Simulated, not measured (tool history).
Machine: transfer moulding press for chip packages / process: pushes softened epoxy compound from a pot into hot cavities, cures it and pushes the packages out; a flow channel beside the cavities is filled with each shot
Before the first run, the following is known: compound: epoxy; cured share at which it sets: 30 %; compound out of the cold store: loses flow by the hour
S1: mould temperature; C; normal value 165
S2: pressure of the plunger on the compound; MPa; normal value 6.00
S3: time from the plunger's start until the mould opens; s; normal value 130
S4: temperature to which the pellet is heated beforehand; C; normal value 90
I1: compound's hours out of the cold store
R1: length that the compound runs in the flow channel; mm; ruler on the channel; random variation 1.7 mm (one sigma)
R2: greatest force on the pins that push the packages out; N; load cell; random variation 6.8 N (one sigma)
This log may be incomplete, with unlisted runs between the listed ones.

| run | hour | S1 | S2 | S3 | S4 | I1 | R1 | R2 |
|---|---|---|---|---|---|---|---|---|
| 1 | 0.0 | 165 | 6.00 | 130 | 90 | 14.9 | 903 | 525 |
| 2 | 10.5 | 165 | 6.00 | 130 | 90 | 8.5 | 946 | 546 |
| 3 | 20.9 | 165 | 6.00 | 130 | 90 | 22.5 | 854 | 559 |
| 4 | 28.4 | 165 | 6.00 | 130 | 90 | 43.1 | 736 | 555 |
| 5 | 35.8 | 165 | 6.00 | 130 | 90 | 33.3 | 790 | 571 |
|  | 38.9 | cavities cleaned with cleaning compound and waxed |
| 6 | 45.5 | 165 | 6.00 | 130 | 90 | 37.1 | 767 | 446 |
| 7 | 55.7 | 165 | 6.00 | 130 | 90 | 20.0 | 867 | 495 |
| 8 | 62.5 | 165 | 6.00 | 130 | 90 | 23.0 | 843 | 500 |
|  | 65.1 | mould's thermocouples calibrated |
| 9 | 71.4 | 165 | 6.00 | 130 | 90 | 22.7 | 845 | 521 |
| 10 | 80.3 | 165 | 6.00 | 130 | 90 | 33.3 | 783 | 536 |
| 11 | 91.1 | 165 | 6.00 | 130 | 90 | 21.7 | 851 | 545 |
|  | 101.6 | mould's thermocouples calibrated, once more |
| 12 | 101.6 | 165 | 6.00 | 130 | 90 | 41.8 | 735 | 555 |
|  | 109.3 | cavities cleaned with cleaning compound and waxed |
| 13 | 111.4 | 165 | 6.00 | 130 | 90 | 31.6 | 791 | 442 |
| 14 | 122.3 | 165 | 6.00 | 130 | 99 | 38.1 | 751 | 470 |
| 15 | 132.4 | 165 | 6.00 | 130 | 99 | 38.8 | 746 | 491 |
| 16 | 137.4 | 165 | 6.00 | 161 | 81 | 46.1 | 714 | 487 |
| 17 | 146.6 | 172 | 5.17 | 112 | 90 | 21.9 | 761 | 510 |
| 18 | 152.7 | 172 | 5.17 | 112 | 90 | 13.7 | 808 | 522 |
|  | 161.2 | plunger's sealing rings changed |
| 19 | 163.4 | 167 | 5.17 | 112 | 90 | 18.4 | 828 | 601 |
| 20 | 171.8 | 165 | 5.79 | 130 | 85 | 10.0 | 939 | 574 |
|  | 178.2 | cavities cleaned with cleaning compound and waxed |
| 21 | 180.4 | 165 | 5.79 | 129 | 85 | 47.0 | 719 | 435 |
| 22 | 185.3 | 165 | 6.00 | 130 | 94 | 8.5 | 961 | 464 |
| 23 | 194.1 | 165 | 7.16 | 113 | 83 | 15.9 | 995 | 560 |
| 24 | 199.7 | 165 | 7.16 | 113 | 83 | 40.4 | 837 | 552 |
| 25 | 204.6 | 158 | 7.12 | 150 | 86 | 18.4 | 1005 | 561 |
| 26 | 215.9 | 165 | 6.00 | 125 | 90 | 38.4 | 772 | 544 |
| 27 | 221.2 | 165 | 6.00 | 125 | 90 | 43.8 | 745 | 544 |
| 28 | 228.1 | 165 | 6.00 | 155 | 84 | 42.2 | 755 | 519 |

What if the next run were any one of these 3? Each begins from the tool's condition after run 28:
| A | 237.3 | 165 | 4.91 | 130 | 90 | 46.5 | ? | ? |
| B | 237.3 | 165 | 6.00 | 130 | 88 | 11.6 | ? | ? |
| C | 237.3 | 165 | 6.00 | 164 | 81 | 31.5 | ? | ? |

| run | R1 | R2 |
|---|---|---|
| A | 659 | 545 |
| B | 933 | 571 |
| C | 811 | 523 |
Stripped of hidden state, with their random variation kept, the same runs would have yielded:
| run | R1 | R2 |
|---|---|---|
| A | 666 | 425 |
| B | 944 | 444 |
| C | 821 | 407 |
